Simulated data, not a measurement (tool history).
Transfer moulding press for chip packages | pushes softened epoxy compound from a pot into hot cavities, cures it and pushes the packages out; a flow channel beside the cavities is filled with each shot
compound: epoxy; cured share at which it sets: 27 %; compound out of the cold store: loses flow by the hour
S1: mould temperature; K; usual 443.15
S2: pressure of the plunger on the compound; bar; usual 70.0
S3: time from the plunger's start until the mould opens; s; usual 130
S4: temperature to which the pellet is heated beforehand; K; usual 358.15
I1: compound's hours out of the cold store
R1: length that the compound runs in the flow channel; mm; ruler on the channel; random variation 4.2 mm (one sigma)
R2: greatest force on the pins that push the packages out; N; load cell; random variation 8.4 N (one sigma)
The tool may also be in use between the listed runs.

run	hour	S1	S2	S3	S4	I1	R1	R2
1	0.0	443.15	70.0	130	358.15	35.7	659	369
2	15.9	443.15	55.1	130	358.15	47.3	541	426
3	32.4	443.15	55.1	130	358.15	24.7	627	497
4	42.2	443.15	70.0	130	357.15	17.2	738	503
5	55.2	443.15	70.0	130	357.15	22.1	726	561
6	66.8	443.15	70.0	130	357.15	11.6	770	595
# hour 69.1: cavities cleaned with cleaning compound and waxed
7	78.4	443.15	70.0	130	357.15	10.2	780	425
8	93.6	443.15	70.0	130	357.15	15.2	745	466
9	109.2	443.15	70.0	130	358.15	29.7	672	512
10	126.9	443.15	70.0	130	351.15	12.4	756	569
11	135.8	443.15	70.0	130	351.15	26.0	687	593
# hour 138.3: cavities cleaned with cleaning compound and waxed
12	153.8	443.15	70.0	130	351.15	35.9	641	455
13	161.8	443.15	70.0	130	351.15	23.3	699	465
14	172.1	444.15	70.0	130	358.15	37.4	627	481
15	189.1	436.15	57.9	130	358.15	35.8	596	667
16	200.8	442.15	70.0	156	358.15	31.9	659	554
# hour 207.5: cavities cleaned with cleaning compound and waxed
17	210.8	439.15	70.0	156	362.15	42.3	616	385
18	226.3	443.15	70.0	130	355.15	16.5	725	450
19	236.2	437.15	70.0	130	366.15	17.5	731	578
20	252.9	449.15	70.0	132	354.15	12.8	734	506
21	269.4	445.15	70.0	128	348.15	44.9	593	555
# hour 277.1: cavities cleaned with cleaning compound and waxed
22	279.2	440.15	74.4	128	363.15	31.3	670	404
23	289.3	440.15	76.3	161	356.15	44.8	624	389
24	301.0	440.15	76.3	161	356.15	8.8	794	460
25	311.7	440.15	76.3	161	356.15	10.7	781	490
26	319.7	440.15	76.3	161	356.15	40.4	638	485
# hour 326.6: mould's thermocouples calibrated
# hour 333.9: plunger's sealing rings changed
27	335.8	446.15	76.3	136	363.15	41.3	713	519
28	343.0	446.15	76.3	136	363.15	14.7	850	542

The same runs without the tool's hidden state, with the same run-to-run variation:
The hidden state here: true mould temperature over the reading, C; pressure that reaches the compound, % of what is set; grip of the stained cavities, % over clean ones'; drift of the gauge itself on flow_mm, %; drift of the gauge itself on push_out_n, %.
run	R1	R2
1	712	367
2	587	362
3	681	376
4	803	357
5	792	374
6	842	381
7	854	378
8	819	366
9	741	361
10	835	372
11	760	376
12	712	386
13	777	369
14	698	356
15	666	461
16	738	356
17	691	366
18	816	372
19	824	454
20	829	351
21	672	359
22	761	397
23	710	338
24	905	367
25	893	363
26	730	345
27	713	347
28	851	349
